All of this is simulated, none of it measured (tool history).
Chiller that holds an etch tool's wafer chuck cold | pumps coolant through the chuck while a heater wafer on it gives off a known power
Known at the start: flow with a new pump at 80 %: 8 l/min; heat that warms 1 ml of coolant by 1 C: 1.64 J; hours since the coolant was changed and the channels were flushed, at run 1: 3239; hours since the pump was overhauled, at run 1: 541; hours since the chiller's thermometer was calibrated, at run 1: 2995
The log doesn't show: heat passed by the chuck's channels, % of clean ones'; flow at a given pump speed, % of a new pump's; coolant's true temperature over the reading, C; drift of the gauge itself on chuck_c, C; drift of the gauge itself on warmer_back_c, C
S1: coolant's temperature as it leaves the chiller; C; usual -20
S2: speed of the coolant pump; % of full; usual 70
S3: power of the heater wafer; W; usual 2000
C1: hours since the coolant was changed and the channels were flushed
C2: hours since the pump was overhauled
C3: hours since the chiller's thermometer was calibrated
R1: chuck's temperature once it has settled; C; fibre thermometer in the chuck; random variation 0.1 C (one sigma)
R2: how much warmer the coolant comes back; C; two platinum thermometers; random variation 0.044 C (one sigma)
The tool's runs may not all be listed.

Run 1, hour 0.0: usual settings; C1 3239; C2 541; C3 2995. Result: R1 7.5 C, R2 10.66 C.
Run 2, hour 101.4: usual settings; C1 3340; C2 643; C3 3096. Result: R1 7.6 C, R2 10.68 C.
At hour 195.5: chiller's thermometer calibrated.
Run 3, hour 196.4: usual settings; C1 3434; C2 737; C3 1. Result: R1 7.3 C, R2 10.67 C.
Run 4, hour 347.7: usual settings; C1 3586; C2 888; C3 152. Result: R1 7.3 C, R2 10.60 C.
Run 5, hour 487.6: usual settings; C1 3726; C2 1028; C3 292. Result: R1 7.7 C, R2 10.71 C.
Run 6, hour 614.9: usual settings; C1 3853; C2 1155; C3 419. Result: R1 7.7 C, R2 10.72 C.
Run 7, hour 751.0: usual settings; C1 3989; C2 1291; C3 555. Result: R1 7.6 C, R2 10.80 C.
At hour 765.3: chiller's thermometer calibrated, once more.
Run 8, hour 867.8: usual settings; C1 4105; C2 1407; C3 102. Result: R1 8.4 C, R2 10.75 C.
Run 9, hour 959.4: usual settings but S3 1117 W; C1 4196; C2 1499; C3 194. Result: R1 -4.0 C, R2 6.10 C.
Run 10, hour 1088.4: usual settings but S3 1117 W; C1 4325; C2 1628; C3 323. Result: R1 -3.9 C, R2 6.01 C.
Run 11, hour 1240.0: usual settings but S3 1117 W; C1 4477; C2 1779; C3 475. Result: R1 -3.8 C, R2 6.09 C.
Run 12, hour 1337.6: usual settings; C1 4575; C2 1877; C3 572. Result: R1 8.8 C, R2 10.88 C.
Run 13, hour 1470.1: usual settings; C1 4707; C2 2010; C3 705. Result: R1 8.8 C, R2 10.86 C.
Run 14, hour 1543.6: usual settings; C1 4781; C2 2083; C3 778. Result: R1 9.1 C, R2 10.91 C.
Run 15, hour 1624.4: usual settings but S1 -27 C; C1 4861; C2 2164; C3 859. Result: R1 2.0 C, R2 10.93 C.
Run 16, hour 1775.5: usual settings but S1 -24 C; C1 5012; C2 2315; C3 1010. Result: R1 5.0 C, R2 11.02 C.
Run 17, hour 1874.2: usual settings but S1 -12 C; C1 5111; C2 2414; C3 1109. Result: R1 17.0 C, R2 10.92 C.
Run 18, hour 2014.8: usual settings but S1 -15 C, S2 90 % of full, S3 1088 W; C1 5252; C2 2554; C3 1249. Result: R1 -2.0 C, R2 4.57 C.
Run 19, hour 2125.2: usual settings but S1 -28 C, S2 92 % of full, S3 2138 W; C1 5362; C2 2665; C3 1360. Result: R1 -2.9 C, R2 8.82 C.
Run 20, hour 2237.6: usual settings but S1 -11 C, S2 75 % of full, S3 2138 W; C1 5475; C2 2777; C3 1472. Result: R1 18.8 C, R2 10.87 C.
Run 21, hour 2335.3: usual settings but S1 -11 C; C1 5572; C2 2875; C3 1570. Result: R1 18.4 C, R2 11.01 C.
Run 22, hour 2470.0: usual settings but S1 -27 C, S2 90 % of full; C1 5707; C2 3009; C3 1705. Result: R1 -2.6 C, R2 8.40 C.
Run 23, hour 2595.5: usual settings but S1 -27 C, S2 90 % of full; C1 5832; C2 3135; C3 1830. Result: R1 -2.6 C, R2 8.48 C.
Run 24, hour 2724.8: usual settings but S1 -27 C, S2 90 % of full; C1 5962; C2 3264; C3 1959. Result: R1 -2.8 C, R2 8.56 C.
Run 25, hour 2790.5: usual settings but S1 -27 C, S2 90 % of full; C1 6028; C2 3330; C3 2025. Result: R1 -2.5 C, R2 8.54 C.
Run 26, hour 2938.5: usual settings but S1 -27 C, S2 90 % of full, S3 1650 W; C1 6176; C2 3478; C3 2173. Result: R1 -6.8 C, R2 7.01 C.
At hour 2979.7: coolant changed, channels flushed.
Run 27, hour 3076.8: usual settings but S1 -11 C; C1 97; C2 3610; C3 2305. Result: R1 16.2 C, R2 11.13 C.
Run 28, hour 3214.3: usual settings but S2 68 % of full, S3 2260 W; C1 235; C2 3748; C3 2443. Result: R1 11.5 C, R2 13.04 C.
Run 29, hour 3293.2: usual settings but S1 -15 C, S2 88 % of full; C1 313; C2 3827; C3 2522. Result: R1 7.8 C, R2 8.76 C.
Run 30, hour 3383.4: usual settings but S3 1038 W; C1 404; C2 3917; C3 2612. Result: R1 -6.1 C, R2 5.81 C.
Run 31, hour 3533.5: usual settings but S1 -21 C, S2 72 % of full; C1 554; C2 4067; C3 2762. Result: R1 5.9 C, R2 10.90 C.

Forecast each of these 4 alternatives for the next run:
Run A, hour 3653.0: usual settings but S1 -22 C, S2 62 % of full; C1 673; C2 4187; C3 2882. Result: R1 ?, R2 ?.
Run B, hour 3653.0: usual settings but S2 98 % of full; C1 673; C2 4187; C3 2882. Result: R1 ?, R2 ?.
Run C, hour 3653.0: usual settings but S1 -21 C, S2 75 % of full; C1 673; C2 4187; C3 2882. Result: R1 ?, R2 ?.
Run D, hour 3653.0: usual settings but S2 95 % of full; C1 673; C2 4187; C3 2882. Result: R1 ?, R2 ?.

run   R1     R2
  A  8.1  12.74
  B  0.9   7.84
  C  5.1  10.46
  D  1.6   8.11
Without the tool's hidden state the same runs would have given:
run    R1     R2
  A   6.5  11.93
  B  -0.1   7.35
  C   3.8   9.79
  D   0.6   7.60
